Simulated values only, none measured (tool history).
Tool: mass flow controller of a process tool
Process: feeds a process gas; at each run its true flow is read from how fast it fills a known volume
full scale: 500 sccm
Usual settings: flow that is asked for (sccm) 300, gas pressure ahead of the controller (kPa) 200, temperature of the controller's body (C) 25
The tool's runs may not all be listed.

run	hour	flow that is asked for (sccm)	gas pressure ahead of the controller (kPa)	temperature of the controller's body (C)	true flow (%)
1	0	300	200	25	99.95
2	106.6	300	200	25	100
3	297.7	171	200	25	99.83
4	456.4	128	200	25	99.98
5	635.1	128	200	25	99.87
6	733.5	128	200	25	100.05
7	820	128	200	25	100.13
8	965.8	331	213	23	99.83
9	1081	331	213	23	99.9
10	1241.5	98	213	23	100.31
11	1353.6	98	227	33	99.83

Taken out of this log: 2 entries between the listed runs. Where each belongs, and how the hidden state differs across it:
Between runs 6 and 7: controller's zero set anew (hour 750.3)
  flow at rest that the sensor doesn't see, % of full scale: 0.097 -> 0.141; true flow over the shown one, %: 0 -> -0.01
  measured less the result without the state, true flow (%): +0.38 -> +0.53
Between runs 10 and 11: controller's zero set anew, once more (hour 1329.9)
  flow at rest that the sensor doesn't see, % of full scale: 0.167 -> 0.007; true flow over the shown one, %: -0.06 -> -0.07
  measured less the result without the state, true flow (%): +0.8 -> -0.03
